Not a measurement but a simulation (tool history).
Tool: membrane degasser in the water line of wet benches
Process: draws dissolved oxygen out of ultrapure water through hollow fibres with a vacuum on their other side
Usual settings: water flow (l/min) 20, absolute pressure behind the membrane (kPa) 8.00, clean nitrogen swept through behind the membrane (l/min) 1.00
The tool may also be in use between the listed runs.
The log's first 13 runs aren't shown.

run	hour	water flow (l/min)	absolute pressure behind the membrane (kPa)	clean nitrogen swept through behind the membrane (l/min)	dissolved oxygen in the water behind the degasser (ppb)	pressure that the water loses in the fibres (kPa)
14	1348.4	12	8.00	1.00	163.9	29.69
15	1423.0	12	8.00	1.00	163.9	29.56
16	1502.9	12	8.00	1.00	164.6	30.21
# hour 1555.1: vacuum gauge calibrated, once more
17	1600.3	20	5.52	1.00	164.4	49.76
18	1700.4	17	6.19	1.34	134.6	42.09
19	1832.7	25	18.05	0.59	1191.5	62.36
# hour 1930.1: seals of the vacuum lines changed
20	1966.4	13	18.05	0.59	692.9	32.20
21	2043.2	29	6.99	0.75	405.3	72.25
22	2165.4	29	6.99	0.75	406.3	72.34
23	2236.6	29	6.99	0.75	406.2	72.57
24	2328.4	30	8.25	1.10	404.3	75.02
25	2398.5	30	8.25	1.10	409.9	74.90
26	2472.4	30	8.25	1.10	409.6	75.33
27	2567.9	14	5.73	1.00	111.0	35.21
28	2709.8	14	5.73	1.00	111.2	34.87

Forecast run 29:
29	2782.2	14	9.63	1.00	?	?

dissolved oxygen in the water behind the degasser (ppb): 233.7
pressure that the water loses in the fibres (kPa): 35.12
Without the tool's hidden state the same run would have given dissolved oxygen in the water behind the degasser (ppb) 229.5, pressure that the water loses in the fibres (kPa) 34.57.
